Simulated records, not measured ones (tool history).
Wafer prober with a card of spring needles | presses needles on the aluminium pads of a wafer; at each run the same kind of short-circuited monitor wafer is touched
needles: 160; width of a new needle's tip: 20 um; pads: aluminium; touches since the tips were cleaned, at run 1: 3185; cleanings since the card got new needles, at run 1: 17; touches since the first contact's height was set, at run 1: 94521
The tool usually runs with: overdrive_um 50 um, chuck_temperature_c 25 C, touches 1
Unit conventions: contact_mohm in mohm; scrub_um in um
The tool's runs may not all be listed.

run,day,overdrive_um,chuck_temperature_c,touches,touches since the tips were cleaned,cleanings since the card got new needles,touches since the first contact's height was set,contact_mohm,scrub_um
1,0,50,25,1,3185,17,94521,672,7.81
# day 0.162: tips cleaned on abrasive film
# day 0.592: tips cleaned on abrasive film
# day 0.996: tips cleaned on abrasive film
2,1.183,32,25,1,2506,20,109997,1325,4.87
# day 1.358: tips cleaned on abrasive film
# day 1.762: tips cleaned on abrasive film
# day 1.917: height of the first contact set anew
# day 2.154: tips cleaned on abrasive film
3,2.279,37,25,1,1693,23,4780,859,5.97
# day 2.525: tips cleaned on abrasive film
# day 2.896: tips cleaned on abrasive film
4,3.146,44,25,1,3338,25,16120,775,7.01
# day 3.3: tips cleaned on abrasive film
# day 3.671: tips cleaned on abrasive film
5,3.9,50,25,3,3050,27,25977,360,7.89
# day 4.083: tips cleaned on abrasive film
# day 4.479: tips cleaned on abrasive film
6,4.592,44,25,1,1500,29,34990,643,6.95
# day 4.862: tips cleaned on abrasive film
# day 5.279: tips cleaned on abrasive film
# day 5.708: tips cleaned on abrasive film
7,5.779,48,25,1,959,32,50508,445,7.63
# day 6.121: tips cleaned on abrasive film
# day 6.496: tips cleaned on abrasive film
8,6.658,48,25,2,2152,34,61994,480,7.55
# day 6.879: tips cleaned on abrasive film
# day 7.292: tips cleaned on abrasive film
9,7.633,48,25,2,4491,36,74760,544,7.43
# day 7.725: tips cleaned on abrasive film
# day 8.158: tips cleaned on abrasive film
# day 8.525: tips cleaned on abrasive film
10,8.638,50,25,1,1471,39,87870,553,7.71
# day 8.9: tips cleaned on abrasive film
# day 9.283: tips cleaned on abrasive film
11,9.392,50,25,1,1443,41,97752,585,7.73
# day 9.696: tips cleaned on abrasive film
12,9.95,50,25,1,3319,42,105022,754,7.64
# day 10.108: tips cleaned on abrasive film
# day 10.488: tips cleaned on abrasive film
13,10.596,50,25,1,1422,44,113450,595,7.78
# day 10.871: tips cleaned on abrasive film
# day 11.033: height of the first contact set anew
14,11.154,50,25,1,3590,45,1581,694,8.07
# day 11.242: tips cleaned on abrasive film
# day 11.638: tips cleaned on abrasive film
15,11.812,50,25,1,2330,47,10174,654,8.12
# day 12.042: tips cleaned on abrasive film
# day 12.471: tips cleaned on abrasive film
16,12.667,50,26,3,2599,49,21335,356,8.11
# day 12.846: tips cleaned on abrasive film
# day 13.267: tips cleaned on abrasive film
# day 13.679: tips cleaned on abrasive film
17,13.717,50,26,3,511,52,35034,258,8.03
# day 14.062: tips cleaned on abrasive film
18,14.292,50,26,3,3056,53,42591,373,7.97
# day 14.45: tips cleaned on abrasive film
# day 14.867: tips cleaned on abrasive film
# day 15.271: tips cleaned on abrasive film
19,15.271,50,26,3,0,56,55364,216,7.92
# day 15.662: tips cleaned on abrasive film
20,15.958,45,121,1,3902,57,64389,827,7.04
# day 16.033: tips cleaned on abrasive film
# day 16.446: tips cleaned on abrasive film
# day 16.842: tips cleaned on abrasive film
21,17.121,45,121,1,3687,60,79563,828,6.98
# day 17.288: tips cleaned on abrasive film
22,17.633,44,29,1,4558,61,86258,962,6.83
# day 17.7: tips cleaned on abrasive film
# day 18.15: tips cleaned on abrasive film
# day 18.55: tips cleaned on abrasive film
23,18.712,61,90,2,2181,64,100381,391,9.58
# day 18.946: tips cleaned on abrasive film
# day 19.304: tips cleaned on abrasive film
# day 19.688: tips cleaned on abrasive film
24,19.688,61,90,2,0,67,113074,216,9.43
# day 20.075: tips cleaned on abrasive film
# day 20.15: height of the first contact set anew
# day 20.462: tips cleaned on abrasive film
25,20.767,50,90,1,3971,69,8044,719,7.96
# day 20.846: tips cleaned on abrasive film
# day 21.238: tips cleaned on abrasive film
# day 21.671: tips cleaned on abrasive film
26,21.925,31,25,3,3402,72,23231,722,4.92
# day 22.038: tips cleaned on abrasive film
# day 22.396: tips cleaned on abrasive film
# day 22.767: tips cleaned on abrasive film
27,22.767,31,25,3,0,75,34134,262,4.81
# day 23.154: tips cleaned on abrasive film
# day 23.542: tips cleaned on abrasive film
# day 23.921: tips cleaned on abrasive film
28,24.025,68,110,2,1405,78,50621,321,10.76
# day 24.346: tips cleaned on abrasive film
# day 24.762: tips cleaned on abrasive film
# day 25.138: tips cleaned on abrasive film
29,25.212,50,38,2,993,81,66135,408,7.87

Selected run-to-run steps in contact_mohm, each split into two signed amounts: the part the tool would show with no hidden state at all (from settings, incoming material and random variation), and the remainder, which goes to the hidden state together with any gauge scatter not common to the measured and the hidden-state-free results:
Unlogged tool condition in this case: debris on the tips, nm; way that the needles fall short of the set height, um; tips' diameter, um; drift of the gauge itself on contact_mohm, %; drift of the gauge itself on scrub_um, %.
Run 1 -> 2: overdrive_um 50 -> 32, tips cleaned on abrasive film, tips cleaned on abrasive film, tips cleaned on abrasive film. contact_mohm +653 mohm: hidden state +640, all else +13.
Run 19 -> 20: overdrive_um 50 -> 45, chuck_temperature_c 26 -> 121, touches 3 -> 1, tips cleaned on abrasive film. contact_mohm +611 mohm: hidden state +589, all else +22.

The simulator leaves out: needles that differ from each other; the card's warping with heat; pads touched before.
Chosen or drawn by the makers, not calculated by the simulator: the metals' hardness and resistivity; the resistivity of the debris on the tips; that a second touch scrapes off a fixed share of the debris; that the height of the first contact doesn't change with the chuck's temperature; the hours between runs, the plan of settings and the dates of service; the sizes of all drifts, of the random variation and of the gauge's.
